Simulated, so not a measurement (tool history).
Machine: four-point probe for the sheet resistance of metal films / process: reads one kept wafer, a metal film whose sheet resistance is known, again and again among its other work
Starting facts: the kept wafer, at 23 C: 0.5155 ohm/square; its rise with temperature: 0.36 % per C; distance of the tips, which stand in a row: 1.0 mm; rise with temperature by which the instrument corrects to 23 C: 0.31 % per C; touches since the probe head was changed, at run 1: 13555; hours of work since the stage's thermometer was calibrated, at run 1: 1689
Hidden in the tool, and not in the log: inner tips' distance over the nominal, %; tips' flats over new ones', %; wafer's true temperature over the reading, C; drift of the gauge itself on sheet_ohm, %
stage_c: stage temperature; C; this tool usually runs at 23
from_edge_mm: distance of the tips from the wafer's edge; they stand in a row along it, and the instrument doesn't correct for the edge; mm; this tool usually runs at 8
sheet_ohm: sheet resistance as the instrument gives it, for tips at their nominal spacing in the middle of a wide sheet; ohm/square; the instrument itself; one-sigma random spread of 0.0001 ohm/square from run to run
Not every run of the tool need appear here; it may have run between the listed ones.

| run | hour | stage_c | from_edge_mm | touches since the probe head was changed | hours of work since the stage's thermometer was calibrated | sheet_ohm |
|---|---|---|---|---|---|---|
| 1 | 0.0 | 23 | 8 | 13555 | 1689 | 0.519934 |
| 2 | 11.7 | 18 | 8 | 13800 | 1694 | 0.518565 |
| 3 | 30.1 | 23 | 8 | 14184 | 1702 | 0.519780 |
| 4 | 47.9 | 23 | 8 | 14557 | 1710 | 0.519843 |
| 5 | 57.4 | 23 | 8 | 14755 | 1714 | 0.519738 |
| 6 | 67.7 | 23 | 8 | 14968 | 1718 | 0.519834 |
| 7 | 77.5 | 23 | 8 | 15174 | 1722 | 0.519855 |
| 8 | 91.6 | 23 | 8 | 15468 | 1728 | 0.519777 |
| 9 | 102.1 | 23 | 8 | 15689 | 1733 | 0.519755 |
| 10 | 118.7 | 23 | 8 | 16035 | 1740 | 0.519930 |
| 11 | 129.8 | 23 | 8 | 16267 | 1745 | 0.519899 |
| 12 | 139.2 | 35 | 8 | 16464 | 1749 | 0.523011 |
| 13 | 159.5 | 35 | 8 | 16888 | 1757 | 0.522999 |
| 14 | 182.5 | 23 | 8 | 17367 | 1767 | 0.519914 |
| 15 | 201.7 | 23 | 8 | 17769 | 1775 | 0.519825 |
| 16 | 215.4 | 23 | 8 | 18056 | 1781 | 0.519712 |
| 17 | 238.2 | 19 | 8 | 18531 | 1791 | 0.518767 |
| 18 | 248.0 | 23 | 8 | 18736 | 1795 | 0.519928 |
| 19 | 269.2 | 28 | 8 | 19180 | 1804 | 0.521329 |
| 20 | 281.6 | 28 | 5 | 19439 | 1810 | 0.527771 |
| 21 | 303.8 | 28 | 40 | 19902 | 1819 | 0.516976 |
| 22 | 322.5 | 28 | 40 | 20294 | 1827 | 0.517019 |
| 23 | 335.7 | 28 | 18 | 20570 | 1833 | 0.517893 |
| 24 | 346.7 | 35 | 68 | 20798 | 1837 | 0.518762 |
| 25 | 366.0 | 35 | 17 | 21202 | 1846 | 0.519663 |
| 26 | 383.3 | 29 | 71 | 21564 | 1853 | 0.517181 |
| 27 | 401.8 | 19 | 71 | 21949 | 1861 | 0.514584 |
| 28 | 418.0 | 29 | 3 | 22288 | 1868 | 0.546215 |
| 29 | 441.0 | 31 | 36 | 22768 | 1878 | 0.517855 |
| 30 | 461.3 | 27 | 54 | 23193 | 1886 | 0.516845 |
| 31 | 482.9 | 22 | 66 | 23645 | 1896 | 0.515269 |
| 32 | 496.8 | 22 | 66 | 23935 | 1902 | 0.515400 |
| 33 | 516.7 | 22 | 66 | 24351 | 1910 | 0.515295 |
| 34 | 535.4 | 19 | 66 | 24740 | 1918 | 0.514481 |
| 35 | 554.9 | 19 | 66 | 25148 | 1926 | 0.514502 |
| 36 | 575.8 | 33 | 12 | 25584 | 1935 | 0.520087 |
| 37 | 587.0 | 23 | 5 | 25819 | 1940 | 0.526416 |
| 38 | 598.4 | 24 | 63 | 26057 | 1945 | 0.516018 |
| 39 | 613.6 | 24 | 63 | 26375 | 1952 | 0.515949 |
| 40 | 625.1 | 29 | 61 | 26616 | 1956 | 0.517265 |
| 41 | 644.7 | 23 | 44 | 27024 | 1965 | 0.515705 |
| 42 | 659.2 | 19 | 19 | 27327 | 1971 | 0.514956 |
| 43 | 677.8 | 19 | 19 | 27716 | 1979 | 0.515226 |

Forecast each of these 5 alternatives for the next run:
| A | 696.5 | 31 | 6 | 28107 | 1987 | ? |
| B | 696.5 | 20 | 4 | 28107 | 1987 | ? |
| C | 696.5 | 21 | 5 | 28107 | 1987 | ? |
| D | 696.5 | 25 | 15 | 28107 | 1987 | ? |
| E | 696.5 | 19 | 9 | 28107 | 1987 | ? |

| run | sheet_ohm |
|---|---|
| A | 0.525225 |
| B | 0.531478 |
| C | 0.525793 |
| D | 0.517417 |
| E | 0.517747 |
Had the tool no hidden state, the same runs would have come out as:
| run | sheet_ohm |
|---|---|
| A | 0.525170 |
| B | 0.531422 |
| C | 0.525738 |
| D | 0.517363 |
| E | 0.517692 |
